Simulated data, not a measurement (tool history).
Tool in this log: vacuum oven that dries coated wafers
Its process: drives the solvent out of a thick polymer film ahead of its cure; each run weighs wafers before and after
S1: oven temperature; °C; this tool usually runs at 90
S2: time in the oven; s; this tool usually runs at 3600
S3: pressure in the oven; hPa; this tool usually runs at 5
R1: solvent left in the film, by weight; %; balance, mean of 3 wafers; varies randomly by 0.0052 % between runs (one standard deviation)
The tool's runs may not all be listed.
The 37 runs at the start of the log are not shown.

run      day   S1    S2     S3     R1
 38   89.404   81  3660   3.59  3.916
 39   91.617   81  3660   3.59  3.911
 40   94.133   95  2820  10.11  1.748
 41   95.525   95  2820  10.11  1.756
 42   98.325   92  2760  10.14  2.459
 43   99.762   87  2760   9.04  3.787
 44  101.404   78  2940   3.66  6.192
 45  103.604  102  1860   5.95  1.324
     105.108  -- oven's thermocouples calibrated
 46  105.475   96  3600      5   0.78
 47  106.896   96  3600      5  0.787

Forecast each of these 4 alternatives for the next run:
  A  108.967  99  3960   5.78   ?
  B  108.967  90  3600  19.23   ?
  C  108.967  94  3600    2.6   ?
  D  108.967  96  3600   2.68   ?

run     R1
  A  0.551
  B  2.908
  C  0.804
  D  0.612
Take away the tool's hidden state, keep each run's random variation, and the runs would have read:
run     R1
  A  0.518
  B  2.943
  C  0.796
  D  0.593
